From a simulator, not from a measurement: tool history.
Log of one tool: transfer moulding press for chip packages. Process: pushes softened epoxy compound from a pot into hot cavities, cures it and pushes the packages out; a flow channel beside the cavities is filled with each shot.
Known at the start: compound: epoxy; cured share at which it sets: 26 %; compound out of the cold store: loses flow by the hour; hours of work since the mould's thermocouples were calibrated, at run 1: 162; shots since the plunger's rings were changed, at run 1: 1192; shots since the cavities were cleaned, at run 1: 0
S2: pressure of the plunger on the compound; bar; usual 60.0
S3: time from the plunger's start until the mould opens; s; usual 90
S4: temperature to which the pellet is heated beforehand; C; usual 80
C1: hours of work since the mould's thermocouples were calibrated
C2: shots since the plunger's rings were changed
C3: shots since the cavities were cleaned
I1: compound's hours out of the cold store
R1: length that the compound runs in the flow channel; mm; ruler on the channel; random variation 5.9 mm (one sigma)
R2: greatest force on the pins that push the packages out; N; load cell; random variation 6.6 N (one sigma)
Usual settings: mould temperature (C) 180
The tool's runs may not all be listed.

run 1 day=0.000 | mould_temperature_(C)=180 S2=60.0 S3=90 S4=80 | C1=162 C2=1192 C3=0 | I1=40.3 | R1=925 R2=269
run 2 day=0.450 | mould_temperature_(C)=180 S2=60.0 S3=90 S4=80 | C1=167 C2=1297 C3=105 | I1=32.1 | R1=950 R2=279
run 3 day=1.142 | mould_temperature_(C)=180 S2=60.0 S3=90 S4=80 | C1=174 C2=1460 C3=268 | I1=10.7 | R1=1021 R2=334
run 4 day=1.817 | mould_temperature_(C)=180 S2=60.0 S3=79 S4=80 | C1=182 C2=1618 C3=426 | I1=32.1 | R1=941 R2=465
run 5 day=2.362 | mould_temperature_(C)=180 S2=60.0 S3=79 S4=80 | C1=188 C2=1746 C3=554 | I1=23.8 | R1=973 R2=501
run 6 day=3.067 | mould_temperature_(C)=180 S2=60.0 S3=79 S4=80 | C1=196 C2=1910 C3=718 | I1=24.9 | R1=970 R2=515
run 7 day=3.633 | mould_temperature_(C)=180 S2=60.0 S3=79 S4=80 | C1=202 C2=2043 C3=851 | I1=29.2 | R1=944 R2=526
run 8 day=4.446 | mould_temperature_(C)=180 S2=60.0 S3=79 S4=80 | C1=211 C2=2233 C3=1041 | I1=17.0 | R1=986 R2=582
-- day=4.921 cavities cleaned with cleaning compound and waxed
run 9 day=4.958 | mould_temperature_(C)=180 S2=60.0 S3=79 S4=80 | C1=216 C2=2338 C3=8 | I1=18.0 | R1=982 R2=414
run 10 day=5.538 | mould_temperature_(C)=180 S2=49.2 S3=90 S4=80 | C1=222 C2=2474 C3=144 | I1=37.8 | R1=828 R2=295
run 11 day=6.146 | mould_temperature_(C)=180 S2=61.4 S3=90 S4=80 | C1=229 C2=2616 C3=286 | I1=36.8 | R1=922 R2=328
-- day=6.308 plunger's sealing rings changed
run 12 day=6.608 | mould_temperature_(C)=180 S2=61.4 S3=90 S4=80 | C1=232 C2=71 C3=371 | I1=41.4 | R1=949 R2=338
run 13 day=7.342 | mould_temperature_(C)=180 S2=61.4 S3=90 S4=80 | C1=240 C2=242 C3=542 | I1=25.2 | R1=1002 R2=355
run 14 day=8.012 | mould_temperature_(C)=187 S2=61.4 S3=90 S4=80 | C1=248 C2=399 C3=699 | I1=40.3 | R1=920 R2=258
run 15 day=8.792 | mould_temperature_(C)=187 S2=61.4 S3=90 S4=80 | C1=256 C2=582 C3=882 | I1=40.9 | R1=908 R2=269
run 16 day=9.450 | mould_temperature_(C)=184 S2=60.0 S3=115 S4=80 | C1=264 C2=736 C3=1036 | I1=15.2 | R1=1001 R2=267
-- day=9.979 cavities cleaned with cleaning compound and waxed
run 17 day=10.017 | mould_temperature_(C)=183 S2=72.6 S3=115 S4=80 | C1=269 C2=854 C3=9 | I1=42.1 | R1=1004 R2=184
run 18 day=10.525 | mould_temperature_(C)=180 S2=70.1 S3=109 S4=80 | C1=275 C2=972 C3=127 | I1=16.0 | R1=1092 R2=226
run 19 day=11.008 | mould_temperature_(C)=174 S2=70.1 S3=109 S4=80 | C1=280 C2=1086 C3=241 | I1=31.8 | R1=1063 R2=328
run 20 day=11.638 | mould_temperature_(C)=180 S2=60.0 S3=101 S4=80 | C1=287 C2=1233 C3=388 | I1=43.1 | R1=915 R2=286
run 21 day=12.300 | mould_temperature_(C)=174 S2=61.0 S3=73 S4=80 | C1=294 C2=1389 C3=544 | I1=42.5 | R1=942 R2=896
run 22 day=13.112 | mould_temperature_(C)=181 S2=60.0 S3=112 S4=88 | C1=303 C2=1578 C3=733 | I1=37.4 | R1=918 R2=254
run 23 day=13.638 | mould_temperature_(C)=181 S2=60.0 S3=112 S4=88 | C1=309 C2=1702 C3=857 | I1=46.7 | R1=890 R2=257
run 24 day=14.421 | mould_temperature_(C)=181 S2=60.0 S3=112 S4=88 | C1=317 C2=1885 C3=1040 | I1=37.0 | R1=917 R2=271
-- day=14.921 cavities cleaned with cleaning compound and waxed
run 25 day=14.950 | mould_temperature_(C)=181 S2=60.0 S3=112 S4=88 | C1=322 C2=1994 C3=6 | I1=29.9 | R1=950 R2=178
run 26 day=15.704 | mould_temperature_(C)=172 S2=71.7 S3=90 S4=89 | C1=331 C2=2170 C3=182 | I1=19.3 | R1=1109 R2=577
run 27 day=16.471 | mould_temperature_(C)=172 S2=71.7 S3=91 S4=89 | C1=339 C2=2350 C3=362 | I1=44.0 | R1=1011 R2=581
run 28 day=16.879 | mould_temperature_(C)=180 S2=60.0 S3=87 S4=80 | C1=344 C2=2446 C3=458 | I1=22.5 | R1=960 R2=407
run 29 day=17.300 | mould_temperature_(C)=180 S2=72.7 S3=110 S4=80 | C1=348 C2=2544 C3=556 | I1=36.5 | R1=1006 R2=259

Measured less the same run without the tool's hidden state. The same run-to-run variation is in both; the gauge's scatter may not be:
The hidden state here: true mould temperature over the reading, C; pressure that reaches the compound, % of what is set; grip of the stained cavities, % over clean ones'; drift of the gauge itself on flow_mm, %; drift of the gauge itself on push_out_n, %.
run=1 R1=-14 R2=+15
run=2 R1=-16 R2=+34
run=3 R1=-19 R2=+63
run=4 R1=-19 R2=+113
run=5 R1=-22 R2=+138
run=6 R1=-24 R2=+154
run=7 R1=-25 R2=+167
run=8 R1=-28 R2=+198
run=9 R1=-29 R2=+27
run=10 R1=-27 R2=+40
run=11 R1=-31 R2=+64
run=12 R1=-1 R2=+74
run=13 R1=-3 R2=+97
run=14 R1=-5 R2=+71
run=15 R1=-7 R2=+84
run=16 R1=-10 R2=+83
run=17 R1=-11 R2=+6
run=18 R1=-14 R2=+25
run=19 R1=-15 R2=+62
run=20 R1=-15 R2=+62
run=21 R1=-16 R2=+240
run=22 R1=-19 R2=+69
run=23 R1=-19 R2=+79
run=24 R1=-23 R2=+86
run=25 R1=-24 R2=+7
run=26 R1=-30 R2=+105
run=27 R1=-30 R2=+142
run=28 R1=-31 R2=+107
run=29 R1=-33 R2=+66
